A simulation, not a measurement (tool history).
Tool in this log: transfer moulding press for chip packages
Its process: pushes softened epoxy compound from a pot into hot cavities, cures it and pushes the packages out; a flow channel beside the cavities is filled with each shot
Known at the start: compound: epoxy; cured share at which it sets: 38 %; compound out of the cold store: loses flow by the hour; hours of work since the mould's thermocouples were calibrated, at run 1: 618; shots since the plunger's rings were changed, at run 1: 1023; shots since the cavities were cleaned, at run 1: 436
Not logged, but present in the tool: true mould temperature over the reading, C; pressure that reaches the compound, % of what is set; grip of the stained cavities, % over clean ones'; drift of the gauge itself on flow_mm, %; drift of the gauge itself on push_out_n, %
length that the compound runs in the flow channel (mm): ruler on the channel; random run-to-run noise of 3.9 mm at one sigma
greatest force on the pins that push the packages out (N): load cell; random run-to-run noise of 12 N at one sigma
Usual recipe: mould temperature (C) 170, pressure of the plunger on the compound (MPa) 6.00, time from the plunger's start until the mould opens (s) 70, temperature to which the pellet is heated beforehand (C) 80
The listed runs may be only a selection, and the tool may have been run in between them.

run,hour,mould temperature (C),pressure of the plunger on the compound (MPa),time from the plunger's start until the mould opens (s),temperature to which the pellet is heated beforehand (C),hours of work since the mould's thermocouples were calibrated,shots since the plunger's rings were changed,shots since the cavities were cleaned,incoming compound's hours out of the cold store,length that the compound runs in the flow channel (mm),greatest force on the pins that push the packages out (N)
1,0.0,170,6.00,70,80,618,1023,436,37.0,471,838
# hour 10.0: cavities cleaned with cleaning compound and waxed
2,36.3,170,6.00,70,80,643,1687,502,25.4,491,907
# hour 47.0: cavities cleaned with cleaning compound and waxed
# hour 81.5: cavities cleaned with cleaning compound and waxed
# hour 102.3: plunger's sealing rings changed
3,102.3,170,6.00,70,80,686,0,350,31.1,494,834
# hour 119.7: cavities cleaned with cleaning compound and waxed
4,142.2,170,6.00,70,80,713,732,430,21.9,511,845
# hour 156.5: cavities cleaned with cleaning compound and waxed
# hour 189.5: cavities cleaned with cleaning compound and waxed
5,197.8,170,6.00,70,80,751,1735,158,18.6,509,720
# hour 211.6: mould's thermocouples calibrated
# hour 230.2: cavities cleaned with cleaning compound and waxed
# hour 264.2: plunger's sealing rings changed
# hour 265.7: cavities cleaned with cleaning compound and waxed
6,267.9,170,5.91,70,80,36,42,42,43.8,460,545
# hour 298.5: cavities cleaned with cleaning compound and waxed
7,329.3,170,5.91,70,80,79,1182,587,14.1,519,939
# hour 334.8: cavities cleaned with cleaning compound and waxed
# hour 369.4: cavities cleaned with cleaning compound and waxed
8,395.9,170,6.00,62,80,124,2397,507,12.6,515,1209
# hour 405.6: cavities cleaned with cleaning compound and waxed
# hour 423.2: plunger's sealing rings changed
# hour 441.5: cavities cleaned with cleaning compound and waxed
9,451.3,170,6.00,70,78,159,507,185,35.0,479,672
# hour 475.4: cavities cleaned with cleaning compound and waxed
10,484.8,166,7.31,55,80,182,1117,179,47.0,516,1412
# hour 511.5: cavities cleaned with cleaning compound and waxed
# hour 545.3: cavities cleaned with cleaning compound and waxed
11,554.3,177,5.81,66,89,229,2387,173,15.5,492,514
# hour 582.0: plunger's sealing rings changed
# hour 583.5: cavities cleaned with cleaning compound and waxed
12,599.7,177,5.81,106,88,259,309,309,35.7,461,484
# hour 620.6: cavities cleaned with cleaning compound and waxed
13,647.6,177,6.58,106,88,292,1195,516,19.6,520,553
# hour 654.7: cavities cleaned with cleaning compound and waxed
# hour 688.1: cavities cleaned with cleaning compound and waxed
14,688.1,169,6.22,76,86,318,1910,0,40.6,473,493
# hour 722.4: cavities cleaned with cleaning compound and waxed
15,733.7,169,6.22,76,86,350,2751,216,33.1,474,607
# hour 742.6: plunger's sealing rings changed
# hour 758.8: cavities cleaned with cleaning compound and waxed
16,781.2,169,6.22,76,86,381,708,428,14.7,539,717
# hour 791.3: cavities cleaned with cleaning compound and waxed
17,817.3,169,6.22,76,86,405,1368,496,20.9,514,744

Consider 4 possible next runs. They are alternatives, not a sequence: every one starts from the tool as it was left by run 17. What does each give?
# hour 825.0: cavities cleaned with cleaning compound and waxed
# hour 862.0: cavities cleaned with cleaning compound and waxed
A,885.6,165,6.00,71,80,452,2613,451,20.5,?,?
# hour 825.0: cavities cleaned with cleaning compound and waxed
# hour 862.0: cavities cleaned with cleaning compound and waxed
B,885.6,165,6.00,80,80,452,2613,451,37.6,?,?
# hour 825.0: cavities cleaned with cleaning compound and waxed
# hour 862.0: cavities cleaned with cleaning compound and waxed
C,885.6,170,6.00,57,80,452,2613,451,32.8,?,?
# hour 825.0: cavities cleaned with cleaning compound and waxed
# hour 862.0: cavities cleaned with cleaning compound and waxed
D,885.6,162,6.22,51,79,452,2613,451,16.7,?,?

run,length that the compound runs in the flow channel (mm),greatest force on the pins that push the packages out (N)
A,508,1216
B,467,874
C,473,1347
D,530,2617
The same runs, with their run-to-run variation unchanged, on a tool lacking any hidden condition would have given:
run,length that the compound runs in the flow channel (mm),greatest force on the pins that push the packages out (N)
A,529,781
B,487,563
C,493,866
D,552,1699
